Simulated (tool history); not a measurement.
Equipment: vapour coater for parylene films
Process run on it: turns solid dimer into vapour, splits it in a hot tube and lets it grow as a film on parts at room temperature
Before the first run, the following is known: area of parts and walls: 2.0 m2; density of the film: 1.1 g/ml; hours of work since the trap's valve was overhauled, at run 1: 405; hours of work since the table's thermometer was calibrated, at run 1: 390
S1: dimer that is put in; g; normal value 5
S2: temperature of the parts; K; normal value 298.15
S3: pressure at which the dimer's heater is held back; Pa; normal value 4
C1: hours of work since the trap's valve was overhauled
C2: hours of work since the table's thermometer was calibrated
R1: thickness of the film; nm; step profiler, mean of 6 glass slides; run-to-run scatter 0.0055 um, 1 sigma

run   hour  S1      S2    S3   C1   C2    R1
  1      0   5  298.15     4  405  390  1174
  2    8.5   5  298.15     4  409  394  1177
  3   27.8   5  298.15  4.46  420  405  1179
  4   37.7   5  300.15     4  426  411  1136
  5   55.4   5  291.15     4  436  420  1341
  6   64.6   5  303.15     4  441  425  1072
  7   77.3   5  303.15     4  448  433  1072
  8   88.5   5  303.15     4  454  439  1069
  9  100.8   3  303.15     4  461  446   646
 10  114.6   3  303.15     4  469  453   642
 11  133.1   3  303.15     4  479  464   636
     141.3  -- trap's valve overhauled
 12  155.9   2  298.15     4    8  474   494
 13  172.4   2  298.15     4   17  483   496
 14  184.4   5  298.15     4   24  490  1239
 15  194.3   5  298.15     4   30  496  1242
 16    213   5  298.15     4   40  506  1248
 17  221.3   4  298.15  7.88   45  511   940
 18  233.8   4  298.15  7.88   52  518   957
 19  243.4   4  298.15  7.88   57  523   948
 20  253.9   4  298.15  7.88   63  529   959
 21  270.6   4  298.15  7.88   72  538   958
 22  283.9   4  298.15  7.88   79  545   950
 23    304   5  295.15  3.95   91  557  1293
 24  316.8   2  303.15     4   98  564   453
 25    328   2  303.15     4  104  570   446
 26  337.1   7  290.15  2.24  109  575  2045
 27  355.6   2  298.15  2.39  119  585   506
 28  373.9   5  295.15     4  130  596  1293
 29  388.1   5  294.15  3.02  137  603  1333

3 options for the next run, each taken on its own from the tool as it stands now. Forecast them:
  A  408.2   4  298.15  2.79  149  615   ?
  B  408.2   7  294.15  3.02  149  615   ?
  C  408.2   4  298.15  4.34  149  615   ?

run    R1
  A   998
  B  1872
  C   975
Without the tool's hidden state the same runs would have given:
run    R1
  A  1016
  B  1907
  C   993

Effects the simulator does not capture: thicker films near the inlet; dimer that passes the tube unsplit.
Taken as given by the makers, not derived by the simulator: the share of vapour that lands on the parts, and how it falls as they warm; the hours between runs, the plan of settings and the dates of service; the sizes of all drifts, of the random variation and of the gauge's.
